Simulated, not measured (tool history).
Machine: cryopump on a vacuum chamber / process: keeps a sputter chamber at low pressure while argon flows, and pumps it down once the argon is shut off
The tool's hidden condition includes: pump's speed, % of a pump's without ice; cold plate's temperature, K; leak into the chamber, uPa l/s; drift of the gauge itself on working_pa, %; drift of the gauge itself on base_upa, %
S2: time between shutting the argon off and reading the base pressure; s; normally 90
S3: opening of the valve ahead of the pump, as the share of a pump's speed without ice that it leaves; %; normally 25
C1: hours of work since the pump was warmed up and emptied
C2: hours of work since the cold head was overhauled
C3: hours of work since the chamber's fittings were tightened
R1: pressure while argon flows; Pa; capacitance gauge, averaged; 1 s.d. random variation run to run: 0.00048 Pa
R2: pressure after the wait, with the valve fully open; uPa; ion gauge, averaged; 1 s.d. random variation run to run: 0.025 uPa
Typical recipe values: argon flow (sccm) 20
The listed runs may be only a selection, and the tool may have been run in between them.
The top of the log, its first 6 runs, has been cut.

run 7 hour=114.3 | argon_flow_(sccm)=20 S2=90 S3=25 | C1=59 C2=59 C3=1980 | R1=0.0736 R2=2.83
run 8 hour=125.1 | argon_flow_(sccm)=20 S2=90 S3=25 | C1=64 C2=64 C3=1985 | R1=0.074 R2=2.73
run 9 hour=140.1 | argon_flow_(sccm)=20 S2=90 S3=25 | C1=70 C2=70 C3=1991 | R1=0.0746 R2=2.82
run 10 hour=164.3 | argon_flow_(sccm)=20 S2=90 S3=15 | C1=80 C2=80 C3=2000 | R1=0.1226 R2=2.81
run 11 hour=182.7 | argon_flow_(sccm)=20 S2=90 S3=15 | C1=87 C2=87 C3=2008 | R1=0.1222 R2=2.81
run 12 hour=205.2 | argon_flow_(sccm)=20 S2=90 S3=15 | C1=96 C2=96 C3=2017 | R1=0.1237 R2=2.86
run 13 hour=225.9 | argon_flow_(sccm)=20 S2=90 S3=15 | C1=105 C2=105 C3=2025 | R1=0.1221 R2=2.96
run 14 hour=240.6 | argon_flow_(sccm)=28 S2=90 S3=25 | C1=111 C2=111 C3=2031 | R1=0.1044 R2=2.93
run 15 hour=255.2 | argon_flow_(sccm)=20 S2=41 S3=25 | C1=117 C2=117 C3=2037 | R1=0.074 R2=3.89
run 16 hour=278.2 | argon_flow_(sccm)=20 S2=131 S3=25 | C1=126 C2=126 C3=2047 | R1=0.0743 R2=2.65
run 17 hour=293.3 | argon_flow_(sccm)=20 S2=131 S3=25 | C1=132 C2=132 C3=2053 | R1=0.0755 R2=2.75
run 18 hour=308.4 | argon_flow_(sccm)=20 S2=131 S3=25 | C1=138 C2=138 C3=2059 | R1=0.0744 R2=2.66
run 19 hour=334.8 | argon_flow_(sccm)=20 S2=131 S3=25 | C1=149 C2=149 C3=2070 | R1=0.0754 R2=2.81
run 20 hour=359.9 | argon_flow_(sccm)=20 S2=131 S3=25 | C1=159 C2=159 C3=2080 | R1=0.0748 R2=2.65
run 21 hour=371.5 | argon_flow_(sccm)=20 S2=82 S3=48 | C1=164 C2=164 C3=2085 | R1=0.0392 R2=3.07
run 22 hour=386.1 | argon_flow_(sccm)=38 S2=82 S3=48 | C1=170 C2=170 C3=2091 | R1=0.0754 R2=3.06
run 23 hour=412.8 | argon_flow_(sccm)=27 S2=192 S3=24 | C1=181 C2=181 C3=2101 | R1=0.1059 R2=2.55
run 24 hour=429 | argon_flow_(sccm)=27 S2=192 S3=24 | C1=187 C2=187 C3=2108 | R1=0.106 R2=2.59
run 25 hour=450.2 | argon_flow_(sccm)=8 S2=90 S3=17 | C1=196 C2=196 C3=2117 | R1=0.0443 R2=3.01
run 26 hour=472.9 | argon_flow_(sccm)=23 S2=35 S3=28 | C1=205 C2=205 C3=2126 | R1=0.0783 R2=4.26

Run 27 comes next. What will it give?
run 27 hour=495.8 | argon_flow_(sccm)=20 S2=85 S3=38 | C1=214 C2=214 C3=2135 | R1=? R2=?

{"run 27": {"R1": 0.0498, "R2": 3.17}}
Were there no unlogged condition in the tool, this run, its random variation unchanged, would have produced R1 0.0479 Pa, R2 1.05 uPa.
